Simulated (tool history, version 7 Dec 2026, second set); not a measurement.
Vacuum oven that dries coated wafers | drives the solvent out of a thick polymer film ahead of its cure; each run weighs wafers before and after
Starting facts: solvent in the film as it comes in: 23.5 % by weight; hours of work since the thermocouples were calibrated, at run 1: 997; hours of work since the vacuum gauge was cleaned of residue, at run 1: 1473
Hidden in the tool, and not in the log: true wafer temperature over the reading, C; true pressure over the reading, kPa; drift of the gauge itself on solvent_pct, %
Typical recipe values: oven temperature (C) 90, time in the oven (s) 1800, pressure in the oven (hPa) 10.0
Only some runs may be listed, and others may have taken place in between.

run	hour	oven temperature (C)	time in the oven (s)	pressure in the oven (hPa)	hours of work since the thermocouples were calibrated	hours of work since the vacuum gauge was cleaned of residue	solvent left in the film (%)
1	0.0	90	1800	10.0	997	1473	3.20
2	36.6	90	1800	10.0	1013	1489	3.10
3	89.7	90	1800	10.0	1037	1512	3.18
4	149.5	90	1800	10.0	1064	1539	3.28
5	183.3	90	1800	10.0	1079	1554	3.23
6	225.3	90	1800	10.0	1097	1573	3.22
7	282.3	90	1380	10.0	1123	1598	4.50
8	330.0	84	1800	10.0	1144	1619	5.54
9	402.4	84	1800	10.0	1176	1652	5.52
10	483.8	90	1800	39.6	1212	1688	5.93
11	522.3	90	1800	39.6	1230	1705	6.03
12	575.1	90	1800	8.8	1253	1729	3.21
13	619.7	90	1800	8.8	1273	1748	3.23
14	668.9	90	1800	8.8	1295	1770	3.30
15	746.0	100	1800	10.0	1329	1805	1.28
16	827.9	100	1800	10.0	1366	1841	1.39
17	904.7	100	1800	10.0	1400	1875	1.38
# hour 967.4: oven's thermocouples calibrated
18	984.8	90	1260	10.0	8	1910	4.80
19	1028.2	84	1800	10.0	27	1929	5.40
20	1090.2	90	1800	10.0	55	1957	3.01
21	1167.9	90	1800	10.0	89	1991	3.25
22	1242.2	95	1800	10.0	122	2025	2.06
23	1316.9	95	1800	10.0	156	2058	2.06
24	1380.2	82	1260	32.6	184	2086	10.48
25	1454.8	102	1020	8.1	217	2119	2.05
26	1535.4	97	1980	8.1	253	2155	1.63
27	1609.9	77	1800	29.4	286	2188	10.94
28	1647.0	104	1800	8.3	302	2205	0.98
29	1722.8	76	2220	5.3	336	2238	7.57
30	1790.6	90	2220	36.9	366	2269	4.99
31	1870.2	87	1440	24.2	402	2304	6.77
# hour 1879.3: vacuum gauge cleaned of residue and calibrated
32	1908.6	87	1860	24.2	418	13	6.05
33	1967.6	88	2760	15.4	444	39	3.65
34	2011.4	81	2820	20.3	464	59	6.74
35	2075.7	93	1020	20.6	493	87	6.31
36	2150.9	93	2940	5.5	526	121	1.79
37	2190.3	78	1800	19.0	544	138	10.31
# hour 2236.9: vacuum gauge cleaned of residue and calibrated, once more
38	2251.9	98	1800	10.0	570	7	1.07
39	2294.2	98	1800	10.0	589	25	1.06
40	2369.5	103	2520	10.0	623	59	0.53
41	2441.5	77	1860	10.0	655	91	8.14
42	2518.2	89	1140	10.0	689	125	5.54
43	2556.4	85	1800	9.7	706	142	4.66
44	2611.5	97	1440	5.2	730	167	1.41
45	2677.8	97	1440	5.2	760	196	1.51
46	2737.6	97	2040	10.0	787	223	1.11

Alternative continuations, all from the tool just after run 46; predict every row:
A	2820.0	77	1800	10.0	823	259	?
B	2820.0	83	2040	10.0	823	259	?
C	2820.0	97	1020	8.1	823	259	?
D	2820.0	99	1020	24.6	823	259	?

run	solvent left in the film (%)
A	8.56
B	4.79
C	3.22
D	3.56
Without the tool's hidden state the same runs would have given:
run	solvent left in the film (%)
A	7.69
B	4.06
C	2.67
D	3.06

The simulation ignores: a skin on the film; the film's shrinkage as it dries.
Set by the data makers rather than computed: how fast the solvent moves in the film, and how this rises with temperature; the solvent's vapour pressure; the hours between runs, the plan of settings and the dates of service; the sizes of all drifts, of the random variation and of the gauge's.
